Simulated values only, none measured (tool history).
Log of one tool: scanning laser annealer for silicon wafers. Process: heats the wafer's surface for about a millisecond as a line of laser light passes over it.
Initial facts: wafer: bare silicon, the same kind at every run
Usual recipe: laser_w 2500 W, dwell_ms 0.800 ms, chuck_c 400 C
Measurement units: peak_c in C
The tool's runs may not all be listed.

Run 1, hour 0.0: usual settings. Result: peak_c 1102 C.
Run 2, hour 67.9: usual settings. Result: peak_c 1092 C.
Run 3, hour 115.4: usual settings. Result: peak_c 1082 C.
Run 4, hour 160.2: usual settings. Result: peak_c 1080 C.
Run 5, hour 202.0: usual settings but laser_w 2432 W. Result: peak_c 1051 C.
At hour 240.4: window over the wafer cleaned.
Run 6, hour 256.0: usual settings but laser_w 2432 W. Result: peak_c 1015 C.
Run 7, hour 333.1: usual settings but laser_w 2432 W. Result: peak_c 1008 C.
Run 8, hour 382.5: usual settings but chuck_c 363 C. Result: peak_c 987 C.
Run 9, hour 457.3: usual settings but chuck_c 363 C. Result: peak_c 975 C.
Run 10, hour 520.4: usual settings but chuck_c 363 C. Result: peak_c 969 C.
Run 11, hour 596.5: usual settings. Result: peak_c 998 C.
Run 12, hour 651.5: usual settings but laser_w 2475 W. Result: peak_c 986 C.
Run 13, hour 691.1: usual settings but laser_w 2475 W. Result: peak_c 982 C.
At hour 723.9: window over the wafer cleaned, once more.
Run 14, hour 765.0: usual settings but laser_w 2736 W. Result: peak_c 1221 C.
Run 15, hour 827.3: usual settings but laser_w 2736 W. Result: peak_c 1205 C.
At hour 851.9: optics aligned, line set to its width.
Run 16, hour 873.1: usual settings but laser_w 2736 W. Result: peak_c 1227 C.
Run 17, hour 950.6: usual settings but laser_w 2736 W. Result: peak_c 1216 C.
Run 18, hour 997.3: usual settings but laser_w 2736 W, dwell_ms 0.898 ms. Result: peak_c 1261 C.
Run 19, hour 1031.9: usual settings but chuck_c 416 C. Result: peak_c 1132 C.
Run 20, hour 1101.0: usual settings but chuck_c 416 C. Result: peak_c 1126 C.
Run 21, hour 1159.4: usual settings but dwell_ms 0.928 ms, chuck_c 429 C. Result: peak_c 1188 C.
Run 22, hour 1197.5: usual settings but laser_w 2143 W, dwell_ms 0.810 ms. Result: peak_c 973 C.
At hour 1215.3: window over the wafer cleaned.
Run 23, hour 1266.0: usual settings but laser_w 2143 W, dwell_ms 0.810 ms. Result: peak_c 1009 C.
Run 24, hour 1311.0: usual settings but laser_w 2143 W, dwell_ms 0.810 ms. Result: peak_c 1005 C.
Run 25, hour 1347.4: usual settings but laser_w 2498 W, dwell_ms 0.910 ms, chuck_c 368 C. Result: peak_c 1153 C.
Run 26, hour 1379.5: usual settings but laser_w 2552 W. Result: peak_c 1146 C.
Run 27, hour 1457.3: usual settings but dwell_ms 0.799 ms, chuck_c 403 C. Result: peak_c 1121 C.
Run 28, hour 1502.9: usual settings but dwell_ms 0.799 ms, chuck_c 373 C. Result: peak_c 1083 C.
Run 29, hour 1570.6: usual settings but laser_w 2542 W. Result: peak_c 1119 C.
Run 30, hour 1623.4: usual settings but laser_w 2542 W. Result: peak_c 1111 C.
Run 31, hour 1666.7: usual settings but chuck_c 368 C. Result: peak_c 1059 C.
At hour 1701.4: window over the wafer cleaned.
Run 32, hour 1742.4: usual settings but chuck_c 368 C. Result: peak_c 1108 C.
Run 33, hour 1781.1: usual settings but laser_w 2336 W, dwell_ms 0.867 ms, chuck_c 369 C. Result: peak_c 1074 C.
Run 34, hour 1823.3: usual settings but dwell_ms 0.583 ms, chuck_c 433 C. Result: peak_c 1046 C.
Run 35, hour 1898.1: usual settings but dwell_ms 0.817 ms, chuck_c 419 C. Result: peak_c 1150 C.
Run 36, hour 1969.8: usual settings but laser_w 2486 W, chuck_c 371 C. Result: peak_c 1081 C.

Predict each of these 3 candidate next runs independently; none follows another, all start after run 36:
Run A, hour 2005.8: usual settings but laser_w 2697 W, dwell_ms 0.773 ms, chuck_c 389 C. Result: peak_c ?.
Run B, hour 2005.8: usual settings but laser_w 2609 W, chuck_c 437 C. Result: peak_c ?.
Run C, hour 2005.8: usual settings but laser_w 2147 W, dwell_ms 0.612 ms, chuck_c 369 C. Result: peak_c ?.

run  peak_c
  A    1159
  B    1189
  C     868
Take away the tool's hidden state, keep each run's random variation, and the runs would have read:
run  peak_c
  A    1190
  B    1219
  C     888
